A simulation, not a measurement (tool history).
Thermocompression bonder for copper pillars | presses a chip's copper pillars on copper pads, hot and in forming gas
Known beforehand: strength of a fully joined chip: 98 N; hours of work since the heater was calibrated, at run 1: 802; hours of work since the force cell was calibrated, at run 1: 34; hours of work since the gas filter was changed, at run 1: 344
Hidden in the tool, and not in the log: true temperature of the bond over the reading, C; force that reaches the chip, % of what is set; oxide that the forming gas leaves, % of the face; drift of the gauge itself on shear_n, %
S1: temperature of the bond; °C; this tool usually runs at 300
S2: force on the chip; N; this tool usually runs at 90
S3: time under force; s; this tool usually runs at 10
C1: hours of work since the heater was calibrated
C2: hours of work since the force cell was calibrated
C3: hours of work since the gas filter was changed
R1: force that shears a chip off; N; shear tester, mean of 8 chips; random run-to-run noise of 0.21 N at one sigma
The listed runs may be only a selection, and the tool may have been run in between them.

| run | hour | S1 | S2 | S3 | C1 | C2 | C3 | R1 |
|---|---|---|---|---|---|---|---|---|
| 1 | 0 | 300 | 90 | 10 | 802 | 34 | 344 | 36.9 |
| 2 | 18 | 300 | 94 | 10 | 811 | 44 | 354 | 37.5 |
| 3 | 30.4 | 300 | 94 | 10 | 818 | 50 | 360 | 37.7 |
| 4 | 41.5 | 300 | 94 | 10 | 824 | 56 | 366 | 37.5 |
|  | 47.4 | heater calibrated with a thermocouple chip |
| 5 | 58.5 | 300 | 94 | 10 | 6 | 65 | 374 | 37.7 |
| 6 | 66.9 | 300 | 88 | 10 | 10 | 69 | 379 | 36.2 |
| 7 | 82.9 | 300 | 81 | 10 | 19 | 78 | 387 | 34.6 |
| 8 | 91.9 | 284 | 97 | 12 | 24 | 82 | 392 | 35.1 |
| 9 | 100.7 | 284 | 97 | 12 | 29 | 87 | 397 | 34.7 |
| 10 | 108.9 | 284 | 97 | 12 | 33 | 92 | 401 | 34.7 |
| 11 | 118.5 | 300 | 63 | 10 | 38 | 97 | 406 | 29.3 |
| 12 | 127.7 | 327 | 61 | 7 | 43 | 102 | 411 | 32.2 |
|  | 142.6 | forming gas filter changed |
| 13 | 147.7 | 293 | 132 | 11 | 54 | 112 | 3 | 44.1 |

Each row is a separate what-if for the run after 13, all from the same tool condition, not one after another. Results?
| A | 162 | 320 | 90 | 10 | 61 | 120 | 10 | ? |
| B | 162 | 300 | 89 | 10 | 61 | 120 | 10 | ? |
| C | 162 | 293 | 132 | 13 | 61 | 120 | 10 | ? |
| D | 162 | 318 | 61 | 23 | 61 | 120 | 10 | ? |

| run | R1 |
|---|---|
| A | 43.5 |
| B | 36 |
| C | 46.3 |
| D | 47 |
What these runs would have given with no unlogged condition in the tool:
| run | R1 |
|---|---|
| A | 43.9 |
| B | 36.3 |
| C | 46.7 |
| D | 47.4 |
